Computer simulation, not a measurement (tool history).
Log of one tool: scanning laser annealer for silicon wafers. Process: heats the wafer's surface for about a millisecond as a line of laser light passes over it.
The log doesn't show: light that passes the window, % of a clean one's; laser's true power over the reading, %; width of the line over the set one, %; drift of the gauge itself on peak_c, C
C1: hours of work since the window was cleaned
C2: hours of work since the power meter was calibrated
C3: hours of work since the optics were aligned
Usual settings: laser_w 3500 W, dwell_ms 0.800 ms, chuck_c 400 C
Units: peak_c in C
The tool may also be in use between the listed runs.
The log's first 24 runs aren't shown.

{"hour": 972.2, "done": "optics aligned, line set to its width"}
{"run": 25, "hour": 988.8, "laser_w": 3588, "dwell_ms": 0.578, "chuck_c": 374, "C1": 250, "C2": 713, "C3": 9, "peak_c": 1005}
{"run": 26, "hour": 1020.1, "laser_w": 3500, "dwell_ms": 0.871, "chuck_c": 426, "C1": 267, "C2": 731, "C3": 27, "peak_c": 1175}
{"run": 27, "hour": 1063.8, "laser_w": 3500, "dwell_ms": 0.871, "chuck_c": 426, "C1": 292, "C2": 756, "C3": 52, "peak_c": 1175}
{"hour": 1092.9, "done": "window over the wafer cleaned"}
{"run": 28, "hour": 1104.3, "laser_w": 3500, "dwell_ms": 0.871, "chuck_c": 426, "C1": 6, "C2": 777, "C3": 74, "peak_c": 1197}
{"run": 29, "hour": 1146.7, "laser_w": 3530, "dwell_ms": 0.707, "chuck_c": 400, "C1": 31, "C2": 802, "C3": 98, "peak_c": 1097}
{"run": 30, "hour": 1189.2, "laser_w": 3530, "dwell_ms": 0.707, "chuck_c": 400, "C1": 55, "C2": 826, "C3": 122, "peak_c": 1099}
{"run": 31, "hour": 1241.6, "laser_w": 3567, "dwell_ms": 0.707, "chuck_c": 437, "C1": 84, "C2": 855, "C3": 152, "peak_c": 1136}
{"run": 32, "hour": 1266.6, "laser_w": 3351, "dwell_ms": 0.8, "chuck_c": 420, "C1": 99, "C2": 870, "C3": 166, "peak_c": 1117}
{"run": 33, "hour": 1295.3, "laser_w": 3799, "dwell_ms": 0.8, "chuck_c": 423, "C1": 115, "C2": 886, "C3": 182, "peak_c": 1215}
{"run": 34, "hour": 1325.8, "laser_w": 3799, "dwell_ms": 0.8, "chuck_c": 423, "C1": 132, "C2": 903, "C3": 200, "peak_c": 1218}
{"run": 35, "hour": 1354.9, "laser_w": 3500, "dwell_ms": 0.696, "chuck_c": 418, "C1": 149, "C2": 920, "C3": 216, "peak_c": 1095}
{"run": 36, "hour": 1397.4, "laser_w": 3083, "dwell_ms": 0.696, "chuck_c": 365, "C1": 173, "C2": 944, "C3": 240, "peak_c": 961}
{"run": 37, "hour": 1453.1, "laser_w": 3509, "dwell_ms": 0.656, "chuck_c": 434, "C1": 204, "C2": 975, "C3": 272, "peak_c": 1091}
{"run": 38, "hour": 1477.1, "laser_w": 3171, "dwell_ms": 0.8, "chuck_c": 387, "C1": 218, "C2": 989, "C3": 285, "peak_c": 1039}
{"run": 39, "hour": 1535.1, "laser_w": 3500, "dwell_ms": 0.779, "chuck_c": 414, "C1": 251, "C2": 1022, "C3": 318, "peak_c": 1125}
{"run": 40, "hour": 1591.8, "laser_w": 3338, "dwell_ms": 0.779, "chuck_c": 374, "C1": 283, "C2": 1054, "C3": 351, "peak_c": 1050}

3 ways to go on from here, each from the tool as it stands after run 40. What would each give?
{"run": "A", "hour": 1629.7, "laser_w": 3171, "dwell_ms": 0.899, "chuck_c": 374, "C1": 305, "C2": 1076, "C3": 372, "peak_c": "?"}
{"run": "B", "hour": 1629.7, "laser_w": 3597, "dwell_ms": 0.8, "chuck_c": 400, "C1": 305, "C2": 1076, "C3": 372, "peak_c": "?"}
{"run": "C", "hour": 1629.7, "laser_w": 3500, "dwell_ms": 0.658, "chuck_c": 379, "C1": 305, "C2": 1076, "C3": 372, "peak_c": "?"}

run=A peak_c=1058
run=B peak_c=1137
run=C peak_c=1027
Without the tool's hidden state the same runs would have given:
run=A peak_c=1085
run=B peak_c=1166
run=C peak_c=1053
